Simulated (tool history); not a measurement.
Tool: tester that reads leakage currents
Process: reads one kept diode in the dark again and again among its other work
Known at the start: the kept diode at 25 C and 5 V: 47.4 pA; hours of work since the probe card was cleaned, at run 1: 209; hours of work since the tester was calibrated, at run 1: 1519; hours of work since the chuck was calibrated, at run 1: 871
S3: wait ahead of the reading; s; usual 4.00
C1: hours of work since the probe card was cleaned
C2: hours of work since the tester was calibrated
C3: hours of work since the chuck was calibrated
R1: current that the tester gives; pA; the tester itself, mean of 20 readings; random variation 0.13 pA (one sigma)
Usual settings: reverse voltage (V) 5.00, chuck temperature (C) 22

run 1 day=0.000 | reverse_voltage_(V)=5.00 chuck_temperature_(C)=22 S3=4.00 | C1=209 C2=1519 C3=871 | R1=40.31
run 2 day=3.058 | reverse_voltage_(V)=5.00 chuck_temperature_(C)=22 S3=4.00 | C1=248 C2=1558 C3=910 | R1=40.51
run 3 day=7.100 | reverse_voltage_(V)=5.00 chuck_temperature_(C)=22 S3=4.00 | C1=299 C2=1609 C3=961 | R1=40.57
run 4 day=11.104 | reverse_voltage_(V)=5.00 chuck_temperature_(C)=22 S3=1.38 | C1=350 C2=1660 C3=1012 | R1=41.28
run 5 day=15.467 | reverse_voltage_(V)=5.00 chuck_temperature_(C)=22 S3=1.38 | C1=405 C2=1715 C3=1067 | R1=41.70
run 6 day=17.821 | reverse_voltage_(V)=5.00 chuck_temperature_(C)=22 S3=1.38 | C1=435 C2=1745 C3=1097 | R1=41.84
run 7 day=21.225 | reverse_voltage_(V)=5.00 chuck_temperature_(C)=22 S3=1.38 | C1=478 C2=1789 C3=1140 | R1=41.85
run 8 day=25.088 | reverse_voltage_(V)=5.00 chuck_temperature_(C)=22 S3=1.38 | C1=527 C2=1838 C3=1189 | R1=42.02
run 9 day=27.254 | reverse_voltage_(V)=5.00 chuck_temperature_(C)=22 S3=1.38 | C1=554 C2=1865 C3=1217 | R1=42.09
run 10 day=32.471 | reverse_voltage_(V)=5.00 chuck_temperature_(C)=22 S3=1.38 | C1=621 C2=1931 C3=1283 | R1=42.36
run 11 day=37.646 | reverse_voltage_(V)=5.00 chuck_temperature_(C)=22 S3=1.38 | C1=686 C2=1997 C3=1348 | R1=42.74
run 12 day=41.646 | reverse_voltage_(V)=5.00 chuck_temperature_(C)=22 S3=4.00 | C1=737 C2=2048 C3=1399 | R1=42.36
run 13 day=43.967 | reverse_voltage_(V)=5.00 chuck_temperature_(C)=22 S3=4.00 | C1=766 C2=2077 C3=1429 | R1=42.37
run 14 day=47.088 | reverse_voltage_(V)=5.00 chuck_temperature_(C)=22 S3=4.00 | C1=806 C2=2117 C3=1468 | R1=42.45
run 15 day=51.033 | reverse_voltage_(V)=5.00 chuck_temperature_(C)=22 S3=4.00 | C1=856 C2=2167 C3=1518 | R1=42.81
run 16 day=55.288 | reverse_voltage_(V)=5.00 chuck_temperature_(C)=22 S3=4.00 | C1=910 C2=2221 C3=1572 | R1=42.95
run 17 day=59.846 | reverse_voltage_(V)=5.00 chuck_temperature_(C)=22 S3=4.00 | C1=968 C2=2278 C3=1630 | R1=43.27
run 18 day=64.488 | reverse_voltage_(V)=5.00 chuck_temperature_(C)=22 S3=4.00 | C1=1027 C2=2337 C3=1689 | R1=43.09
run 19 day=68.021 | reverse_voltage_(V)=5.00 chuck_temperature_(C)=22 S3=4.00 | C1=1071 C2=2382 C3=1734 | R1=43.61
run 20 day=73.038 | reverse_voltage_(V)=9.79 chuck_temperature_(C)=22 S3=9.10 | C1=1135 C2=2446 C3=1797 | R1=58.50
run 21 day=75.262 | reverse_voltage_(V)=1.46 chuck_temperature_(C)=21 S3=4.00 | C1=1163 C2=2474 C3=1826 | R1=24.21
run 22 day=80.196 | reverse_voltage_(V)=4.00 chuck_temperature_(C)=21 S3=1.38 | C1=1226 C2=2536 C3=1888 | R1=37.79
run 23 day=82.367 | reverse_voltage_(V)=4.00 chuck_temperature_(C)=21 S3=1.38 | C1=1253 C2=2564 C3=1916 | R1=37.85
run 24 day=87.254 | reverse_voltage_(V)=4.00 chuck_temperature_(C)=21 S3=1.38 | C1=1315 C2=2626 C3=1978 | R1=37.77
run 25 day=92.083 | reverse_voltage_(V)=4.00 chuck_temperature_(C)=26 S3=0.76 | C1=1377 C2=2687 C3=2039 | R1=54.14
run 26 day=94.212 | reverse_voltage_(V)=1.08 chuck_temperature_(C)=21 S3=3.35 | C1=1404 C2=2714 C3=2066 | R1=21.65
-- day=98.092 chuck's temperature calibrated
run 27 day=99.500 | reverse_voltage_(V)=1.08 chuck_temperature_(C)=21 S3=1.54 | C1=1470 C2=2780 C3=18 | R1=19.42
run 28 day=103.200 | reverse_voltage_(V)=5.00 chuck_temperature_(C)=22 S3=6.99 | C1=1517 C2=2827 C3=65 | R1=40.12
run 29 day=105.800 | reverse_voltage_(V)=5.00 chuck_temperature_(C)=47 S3=3.60 | C1=1550 C2=2860 C3=98 | R1=211.39
run 30 day=110.504 | reverse_voltage_(V)=4.50 chuck_temperature_(C)=28 S3=4.00 | C1=1609 C2=2920 C3=157 | R1=58.90
run 31 day=115.108 | reverse_voltage_(V)=9.64 chuck_temperature_(C)=22 S3=1.08 | C1=1668 C2=2978 C3=216 | R1=56.40
run 32 day=120.321 | reverse_voltage_(V)=1.30 chuck_temperature_(C)=22 S3=3.39 | C1=1734 C2=3044 C3=282 | R1=22.93
run 33 day=125.329 | reverse_voltage_(V)=1.30 chuck_temperature_(C)=22 S3=3.39 | C1=1797 C2=3108 C3=345 | R1=22.83
run 34 day=129.308 | reverse_voltage_(V)=3.73 chuck_temperature_(C)=41 S3=8.15 | C1=1848 C2=3158 C3=396 | R1=130.10
run 35 day=132.783 | reverse_voltage_(V)=9.99 chuck_temperature_(C)=51 S3=1.27 | C1=1892 C2=3202 C3=440 | R1=366.87
run 36 day=135.621 | reverse_voltage_(V)=8.77 chuck_temperature_(C)=30 S3=4.00 | C1=1928 C2=3238 C3=476 | R1=91.55
run 37 day=139.054 | reverse_voltage_(V)=8.89 chuck_temperature_(C)=22 S3=0.82 | C1=1971 C2=3282 C3=520 | R1=56.05
run 38 day=143.075 | reverse_voltage_(V)=8.89 chuck_temperature_(C)=22 S3=0.82 | C1=2022 C2=3333 C3=571 | R1=56.30

Forecast each of these 5 alternatives for the next run:
run A day=146.446 | reverse_voltage_(V)=8.89 chuck_temperature_(C)=26 S3=0.82 | C1=2065 C2=3376 C3=613 | R1=?
run B day=146.446 | reverse_voltage_(V)=4.65 chuck_temperature_(C)=22 S3=0.82 | C1=2065 C2=3376 C3=613 | R1=?
run C day=146.446 | reverse_voltage_(V)=5.00 chuck_temperature_(C)=34 S3=0.46 | C1=2065 C2=3376 C3=613 | R1=?
run D day=146.446 | reverse_voltage_(V)=18.46 chuck_temperature_(C)=24 S3=3.76 | C1=2065 C2=3376 C3=613 | R1=?
run E day=146.446 | reverse_voltage_(V)=1.22 chuck_temperature_(C)=22 S3=0.71 | C1=2065 C2=3376 C3=613 | R1=?

run=A R1=73.48
run=B R1=41.88
run=C R1=96.17
run=D R1=88.44
run=E R1=23.15
Without the tool's hidden state the same runs would have given:
run=A R1=66.92
run=B R1=38.29
run=C R1=91.12
run=D R1=76.54
run=E R1=21.83
